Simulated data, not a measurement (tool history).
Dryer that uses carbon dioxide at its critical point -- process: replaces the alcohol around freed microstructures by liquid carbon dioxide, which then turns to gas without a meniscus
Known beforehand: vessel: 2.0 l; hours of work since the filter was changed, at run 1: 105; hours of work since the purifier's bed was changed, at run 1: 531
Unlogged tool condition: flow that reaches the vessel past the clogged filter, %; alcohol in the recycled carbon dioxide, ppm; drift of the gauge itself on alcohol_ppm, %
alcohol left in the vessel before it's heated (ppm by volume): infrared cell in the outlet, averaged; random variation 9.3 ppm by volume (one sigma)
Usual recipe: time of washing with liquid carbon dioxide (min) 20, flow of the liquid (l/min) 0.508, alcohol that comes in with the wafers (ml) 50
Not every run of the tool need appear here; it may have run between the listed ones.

run    hour  time of washing with liquid carbon dioxide (min)  flow of the liquid (l/min)  alcohol that comes in with the wafers (ml)  hours of work since the filter was changed  hours of work since the purifier's bed was changed  alcohol left in the vessel before it's heated (ppm by volume)
  1     0.0                                                20                       0.508                                          50                                         105                                                 531                                                            767
  2    28.5                                                20                       0.508                                          50                                         117                                                 543                                                            785
  3    60.1                                                20                       0.508                                          50                                         130                                                 557                                                            784
  4    96.0                                                20                       0.508                                          50                                         145                                                 572                                                            804
  5   123.8                                                20                       0.508                                          50                                         157                                                 584                                                            797
  6   159.0                                                22                       0.508                                          50                                         172                                                 599                                                            629
  7   196.2                                                20                       0.508                                          48                                         188                                                 614                                                            828
  8   229.9                                                20                       0.508                                          48                                         202                                                 629                                                            862
  9   259.5                                                20                       0.508                                          50                                         215                                                 641                                                            898
 10   293.1                                                20                       0.508                                          50                                         229                                                 655                                                            892
 11   326.1                                                20                       0.508                                          23                                         243                                                 669                                                            514
 12   359.6                                                20                       0.508                                          23                                         257                                                 684                                                            515
 13   386.4                                                20                       0.784                                          23                                         268                                                 695                                                            209
 14   403.4                                                20                       0.508                                          62                                         275                                                 702                                                           1193
 15   441.8                                                20                       0.508                                          62                                         292                                                 718                                                           1214
      458.9  -- inlet filter changed
 16   478.3                                                20                       0.508                                          62                                           8                                                 733                                                            812
 17   501.1                                                20                       0.508                                          50                                          18                                                 743                                                            718
 18   534.1                                                20                       0.508                                          50                                          32                                                 757                                                            743
 19   562.9                                                20                       0.508                                          33                                          44                                                 769                                                            548
 20   581.8                                                27                       0.508                                          50                                          52                                                 777                                                            320
 21   598.7                                                27                       0.508                                          50                                          59                                                 784                                                            328
 22   624.3                                                27                       0.508                                          50                                          70                                                 795                                                            339
 23   653.5                                                27                       0.508                                          50                                          82                                                 808                                                            355
 24   683.4                                                27                       0.508                                          50                                          95                                                 820                                                            352
 25   720.6                                                27                       0.508                                          50                                         111                                                 836                                                            371
 26   753.4                                                27                       0.508                                          50                                         125                                                 850                                                            387
 27   788.0                                                14                       0.844                                          50                                         139                                                 865                                                            535
 28   826.2                                                13                       0.844                                          73                                         156                                                 881                                                            865
 29   863.5                                                28                       0.327                                          52                                         171                                                 896                                                           1345
 30   891.2                                                20                       0.728                                          24                                         183                                                 908                                                            272
 31   908.4                                                20                       0.728                                          24                                         190                                                 915                                                            271
 32   943.0                                                15                       0.446                                          64                                         205                                                 930                                                           3467
 33   961.4                                                20                       0.478                                          50                                         213                                                 938                                                           1144
 34  1000.0                                                20                       0.508                                          93                                         229                                                 954                                                           1680
 35  1028.3                                                20                       0.508                                          93                                         241                                                 966                                                           1677
 36  1045.6                                                30                       0.327                                          22                                         248                                                 974                                                            664
 37  1062.9                                                19                       0.469                                          50                                         256                                                 981                                                           1468
 38  1081.5                                                25                       0.535                                         108                                         264                                                 989                                                            820
 39  1116.9                                                21                       0.312                                         118                                         279                                                1004                                                           7540
 40  1145.7                                                20                       0.346                                          88                                         291                                                1016                                                           4963
     1163.2  -- inlet filter changed
 41  1173.9                                                20                       0.508                                          66                                           5                                                1028                                                            923
 42  1199.6                                                20                       0.651                                          50                                          15                                                1038                                                            405
 43  1227.3                                                18                       0.529                                          78                                          27                                                1050                                                           1292
 44  1251.3                                                18                       0.675                                          21                                          37                                                1060                                                            342
 45  1278.7                                                18                       0.675                                          21                                          49                                                1072                                                            338
     1291.6  -- purifier's bed changed
 46  1304.5                                                18                       0.675                                          21                                          59                                                   5                                                            115
 47  1338.5                                                18                       0.675                                          21                                          73                                                  20                                                            123

Results for each run, recomputed without the tool's hidden state and with each run's random variation untouched:
run  alcohol left in the vessel before it's heated (ppm by volume)
  1                                                            538
  2                                                            541
  3                                                            529
  4                                                            527
  5                                                            511
  6                                                            357
  7                                                            498
  8                                                            509
  9                                                            519
 10                                                            498
 11                                                            240
 12                                                            234
 13                                                             26
 14                                                            639
 15                                                            632
 16                                                            629
 17                                                            524
 18                                                            530
 19                                                            343
 20                                                            128
 21                                                            132
 22                                                            135
 23                                                            143
 24                                                            133
 25                                                            141
 26                                                            142
 27                                                            247
 28                                                            480
 29                                                            870
 30                                                             45
 31                                                             42
 32                                                           2553
 33                                                            652
 34                                                            966
 35                                                            944
 36                                                            296
 37                                                            841
 38                                                            321
 39                                                           5345
 40                                                           3345
 41                                                            689
 42                                                            166
 43                                                           1012
 44                                                             96
 45                                                             92
 46                                                            100
 47                                                            101
